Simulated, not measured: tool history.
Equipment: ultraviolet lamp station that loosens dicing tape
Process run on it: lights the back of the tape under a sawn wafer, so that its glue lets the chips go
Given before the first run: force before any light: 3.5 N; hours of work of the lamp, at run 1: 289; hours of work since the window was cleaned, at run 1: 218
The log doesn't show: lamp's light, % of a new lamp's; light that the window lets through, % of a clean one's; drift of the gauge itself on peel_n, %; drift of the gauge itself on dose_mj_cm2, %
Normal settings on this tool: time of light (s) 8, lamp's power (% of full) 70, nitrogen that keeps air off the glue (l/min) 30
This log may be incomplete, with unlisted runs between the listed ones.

| run | hour | time of light (s) | lamp's power (% of full) | nitrogen that keeps air off the glue (l/min) | hours of work of the lamp | hours of work since the window was cleaned | force that peels the tape off (N) | light that reached the tape (J/m2) |
|---|---|---|---|---|---|---|---|---|
| 1 | 0.0 | 8 | 70 | 30 | 289 | 218 | 0.546 | 2560 |
| 2 | 5.9 | 8 | 70 | 30 | 293 | 223 | 0.541 | 2590 |
| 3 | 14.1 | 8 | 72 | 30 | 299 | 228 | 0.536 | 2620 |
| 4 | 20.2 | 8 | 72 | 30 | 303 | 233 | 0.549 | 2590 |
| 5 | 31.7 | 8 | 72 | 30 | 311 | 241 | 0.537 | 2560 |
| 6 | 40.3 | 8 | 72 | 30 | 317 | 247 | 0.527 | 2580 |
| 7 | 49.8 | 8 | 70 | 20 | 324 | 253 | 0.688 | 2470 |
| 8 | 57.2 | 10 | 70 | 20 | 329 | 258 | 0.540 | 3100 |
| 9 | 67.6 | 10 | 70 | 20 | 336 | 266 | 0.533 | 3100 |
| 10 | 72.9 | 10 | 70 | 24 | 340 | 269 | 0.502 | 3090 |
| 11 | 78.2 | 10 | 70 | 24 | 344 | 273 | 0.513 | 3060 |
| 12 | 89.0 | 10 | 77 | 24 | 351 | 281 | 0.458 | 3390 |
| 13 | 95.6 | 5 | 70 | 30 | 356 | 285 | 1.030 | 1480 |
| 14 | 104.1 | 5 | 70 | 30 | 362 | 291 | 1.031 | 1520 |
| 15 | 111.4 | 8 | 70 | 30 | 367 | 296 | 0.584 | 2480 |
| 16 | 121.0 | 8 | 70 | 30 | 374 | 303 | 0.606 | 2360 |
| 17 | 132.2 | 8 | 70 | 30 | 381 | 311 | 0.590 | 2360 |
| 18 | 137.0 | 8 | 70 | 30 | 385 | 314 | 0.616 | 2360 |
| 19 | 145.6 | 8 | 70 | 30 | 391 | 320 | 0.606 | 2380 |
| 20 | 155.4 | 8 | 70 | 30 | 398 | 327 | 0.602 | 2340 |
| 21 | 162.3 | 8 | 70 | 30 | 402 | 332 | 0.634 | 2320 |
| 22 | 171.8 | 8 | 70 | 30 | 409 | 338 | 0.636 | 2280 |
| 23 | 179.2 | 8 | 70 | 46 | 414 | 344 | 0.506 | 2280 |
| 24 | 187.4 | 8 | 70 | 46 | 420 | 349 | 0.489 | 2330 |
| 25 | 195.0 | 15 | 86 | 40 | 425 | 355 | 0.259 | 5280 |
| 26 | 204.0 | 8 | 70 | 9 | 432 | 361 | 1.161 | 2320 |
| 27 | 209.7 | 8 | 94 | 30 | 436 | 365 | 0.434 | 3010 |
| 28 | 219.2 | 5 | 82 | 40 | 442 | 372 | 0.835 | 1670 |
| 29 | 228.2 | 5 | 82 | 40 | 448 | 378 | 0.835 | 1650 |
| 30 | 239.0 | 7 | 73 | 44 | 456 | 385 | 0.626 | 2070 |
| 31 | 244.3 | 7 | 73 | 44 | 460 | 389 | 0.635 | 2010 |
| 32 | 251.9 | 6 | 70 | 23 | 465 | 394 | 1.047 | 1660 |
| 33 | 260.4 | 15 | 61 | 20 | 471 | 400 | 0.427 | 3610 |
| 34 | 266.2 | 15 | 61 | 20 | 475 | 404 | 0.442 | 3560 |
| 35 | 276.9 | 10 | 65 | 30 | 483 | 412 | 0.572 | 2550 |
| 36 | 287.7 | 10 | 65 | 30 | 490 | 419 | 0.547 | 2480 |
| 37 | 296.1 | 10 | 65 | 30 | 496 | 425 | 0.552 | 2520 |
|  | 298.2 | window cleaned of glue's vapour |
| 38 | 305.6 | 4 | 74 | 27 | 502 | 5 | 1.203 | 1340 |
| 39 | 310.4 | 16 | 97 | 9 | 506 | 9 | 0.316 | 7200 |
| 40 | 316.2 | 8 | 64 | 46 | 510 | 13 | 0.480 | 2350 |
| 41 | 321.3 | 7 | 64 | 36 | 513 | 16 | 0.655 | 2000 |
| 42 | 327.2 | 7 | 64 | 36 | 517 | 20 | 0.683 | 2020 |
| 43 | 335.1 | 7 | 64 | 36 | 523 | 26 | 0.665 | 2030 |
| 44 | 344.2 | 7 | 64 | 36 | 529 | 32 | 0.697 | 2020 |

Each run again, without the hidden state but with its own random variation kept:
| run | force that peels the tape off (N) | light that reached the tape (J/m2) |
|---|---|---|
| 1 | 0.417 | 3150 |
| 2 | 0.412 | 3190 |
| 3 | 0.408 | 3250 |
| 4 | 0.416 | 3230 |
| 5 | 0.402 | 3210 |
| 6 | 0.393 | 3250 |
| 7 | 0.506 | 3130 |
| 8 | 0.400 | 3940 |
| 9 | 0.390 | 3960 |
| 10 | 0.374 | 3960 |
| 11 | 0.378 | 3940 |
| 12 | 0.348 | 4380 |
| 13 | 0.760 | 1930 |
| 14 | 0.756 | 1980 |
| 15 | 0.412 | 3230 |
| 16 | 0.425 | 3130 |
| 17 | 0.407 | 3130 |
| 18 | 0.427 | 3150 |
| 19 | 0.412 | 3180 |
| 20 | 0.411 | 3140 |
| 21 | 0.430 | 3130 |
| 22 | 0.430 | 3100 |
| 23 | 0.349 | 3120 |
| 24 | 0.335 | 3180 |
| 25 | 0.247 | 7260 |
| 26 | 0.811 | 3200 |
| 27 | 0.307 | 4190 |
| 28 | 0.544 | 2320 |
| 29 | 0.544 | 2310 |
| 30 | 0.404 | 2910 |
| 31 | 0.409 | 2850 |
| 32 | 0.690 | 2350 |
| 33 | 0.294 | 5150 |
| 34 | 0.304 | 5130 |
| 35 | 0.365 | 3680 |
| 36 | 0.346 | 3610 |
| 37 | 0.345 | 3670 |
| 38 | 0.979 | 1640 |
| 39 | 0.279 | 8790 |
| 40 | 0.373 | 2880 |
| 41 | 0.500 | 2470 |
| 42 | 0.520 | 2500 |
| 43 | 0.503 | 2510 |
| 44 | 0.526 | 2510 |
